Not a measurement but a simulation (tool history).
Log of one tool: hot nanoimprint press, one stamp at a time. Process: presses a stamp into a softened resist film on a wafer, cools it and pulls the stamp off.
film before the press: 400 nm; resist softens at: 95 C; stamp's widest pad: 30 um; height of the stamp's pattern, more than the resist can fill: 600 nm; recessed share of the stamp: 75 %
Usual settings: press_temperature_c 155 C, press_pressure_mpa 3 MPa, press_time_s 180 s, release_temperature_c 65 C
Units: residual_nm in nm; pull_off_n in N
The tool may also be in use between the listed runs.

run 1 day=0 | press_temperature_c=155 press_pressure_mpa=3 press_time_s=180 release_temperature_c=65 | residual_nm=218.5 pull_off_n=222
run 2 day=0.383 | press_temperature_c=155 press_pressure_mpa=3 press_time_s=180 release_temperature_c=65 | residual_nm=215.4 pull_off_n=230
run 3 day=0.608 | press_temperature_c=155 press_pressure_mpa=3 press_time_s=290 release_temperature_c=65 | residual_nm=182.8 pull_off_n=225
run 4 day=1.012 | press_temperature_c=155 press_pressure_mpa=3 press_time_s=290 release_temperature_c=65 | residual_nm=184.9 pull_off_n=228
run 5 day=1.562 | press_temperature_c=155 press_pressure_mpa=3 press_time_s=290 release_temperature_c=65 | residual_nm=175.1 pull_off_n=224
run 6 day=2.008 | press_temperature_c=155 press_pressure_mpa=3 press_time_s=290 release_temperature_c=65 | residual_nm=178.8 pull_off_n=216
run 7 day=2.333 | press_temperature_c=155 press_pressure_mpa=3 press_time_s=180 release_temperature_c=55 | residual_nm=214 pull_off_n=268
run 8 day=2.679 | press_temperature_c=155 press_pressure_mpa=2.99 press_time_s=180 release_temperature_c=65 | residual_nm=212.1 pull_off_n=220
run 9 day=3.438 | press_temperature_c=155 press_pressure_mpa=2.99 press_time_s=180 release_temperature_c=65 | residual_nm=210.6 pull_off_n=199
run 10 day=3.742 | press_temperature_c=155 press_pressure_mpa=3 press_time_s=240 release_temperature_c=65 | residual_nm=191 pull_off_n=197
run 11 day=3.971 | press_temperature_c=155 press_pressure_mpa=3 press_time_s=240 release_temperature_c=65 | residual_nm=190.9 pull_off_n=194
run 12 day=4.388 | press_temperature_c=155 press_pressure_mpa=3 press_time_s=240 release_temperature_c=65 | residual_nm=190.3 pull_off_n=190
run 13 day=4.625 | press_temperature_c=155 press_pressure_mpa=3 press_time_s=240 release_temperature_c=65 | residual_nm=193.5 pull_off_n=191
run 14 day=5.008 | press_temperature_c=155 press_pressure_mpa=3 press_time_s=240 release_temperature_c=65 | residual_nm=191.7 pull_off_n=192
run 15 day=5.45 | press_temperature_c=155 press_pressure_mpa=3 press_time_s=180 release_temperature_c=67 | residual_nm=214.3 pull_off_n=180
run 16 day=5.75 | press_temperature_c=146 press_pressure_mpa=3 press_time_s=180 release_temperature_c=71 | residual_nm=287.8 pull_off_n=169
run 17 day=6.217 | press_temperature_c=155 press_pressure_mpa=2.79 press_time_s=221 release_temperature_c=65 | residual_nm=202.9 pull_off_n=192
run 18 day=6.479 | press_temperature_c=152 press_pressure_mpa=3.29 press_time_s=129 release_temperature_c=51 | residual_nm=255.8 pull_off_n=265
run 19 day=6.762 | press_temperature_c=159 press_pressure_mpa=3 press_time_s=180 release_temperature_c=53 | residual_nm=184.9 pull_off_n=246
run 20 day=7.042 | press_temperature_c=152 press_pressure_mpa=1.94 press_time_s=180 release_temperature_c=53 | residual_nm=273.9 pull_off_n=247
run 21 day=7.583 | press_temperature_c=145 press_pressure_mpa=4.19 press_time_s=180 release_temperature_c=53 | residual_nm=268 pull_off_n=250
run 22 day=8.079 | press_temperature_c=156 press_pressure_mpa=3 press_time_s=180 release_temperature_c=67 | residual_nm=205.5 pull_off_n=190
run 23 day=8.588 | press_temperature_c=155 press_pressure_mpa=2.8 press_time_s=180 release_temperature_c=65 | residual_nm=220.4 pull_off_n=207

Taken out of this log: 2 entries between the listed runs. Where each belongs, and how the hidden state differs across it:
Between runs 4 and 5: plate thermocouple calibrated (day 1.188)
  true temperature over the reading, C: -1.02 -> -0.05; pressure that arrives at the usual setting, %: 98.96 -> 98.92; grip of the stamp's worn release coat, % over a new coat's: 14.7 -> 15.1
  measured less the result without the state, residual_nm: +8.1 -> +1.2 nm; pull_off_n: +34 -> +30 N
Between runs 8 and 9: stamp cleaned and given a new release coat (day 3.029)
  true temperature over the reading, C: -0.1 -> -0.12; pressure that arrives at the usual setting, %: 98.84 -> 98.8; grip of the stamp's worn release coat, % over a new coat's: 16.1 -> 0.3
  measured less the result without the state, residual_nm: +1.7 -> +1.9 nm; pull_off_n: +31 -> +2 N
